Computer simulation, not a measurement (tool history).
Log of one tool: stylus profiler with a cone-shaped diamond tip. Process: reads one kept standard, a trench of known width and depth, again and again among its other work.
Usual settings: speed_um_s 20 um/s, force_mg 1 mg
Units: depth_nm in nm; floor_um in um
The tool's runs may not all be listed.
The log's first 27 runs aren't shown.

run,day,speed_um_s,force_mg,depth_nm,floor_um
28,102.121,5,2.35,100.74,17.86
29,104.417,5,2.35,100.61,17.85
30,107.25,40,0.49,100.3,17.3
31,109.458,40,0.49,100.35,17.29
32,112.558,7,0.69,100.32,17.73
33,116.238,59,1.19,100.57,17.32
34,120.575,59,1.19,100.57,17.31
35,124.279,20,2.42,100.87,17.59
# day 126.083: new tip fitted, height scale calibrated
36,129.242,20,2.42,100.5,18.59
37,131.238,20,2.42,100.58,18.57
38,134.7,30,0.41,100.17,18.22
39,138.717,62,0.42,100.16,17.71
40,143.438,62,1,100.27,17.99
41,147.996,20,0.85,100.29,18.33
42,150.15,12,0.35,100.28,18.33
43,152.554,18,2.41,100.6,18.33

4 ways to go on from here, each from the tool as it stands after run 43. What would each give?
A,157.208,60,2.36,?,?
B,157.208,20,0.67,?,?
C,157.208,74,0.85,?,?
D,157.208,9,0.45,?,?

run,depth_nm,floor_um
A,100.65,18.09
B,100.26,18.22
C,100.28,17.7
D,100.2,18.32
Without the tool's hidden state the same runs would have given:
run,depth_nm,floor_um
A,100.57,18.43
B,100.18,18.56
C,100.2,18.03
D,100.12,18.65
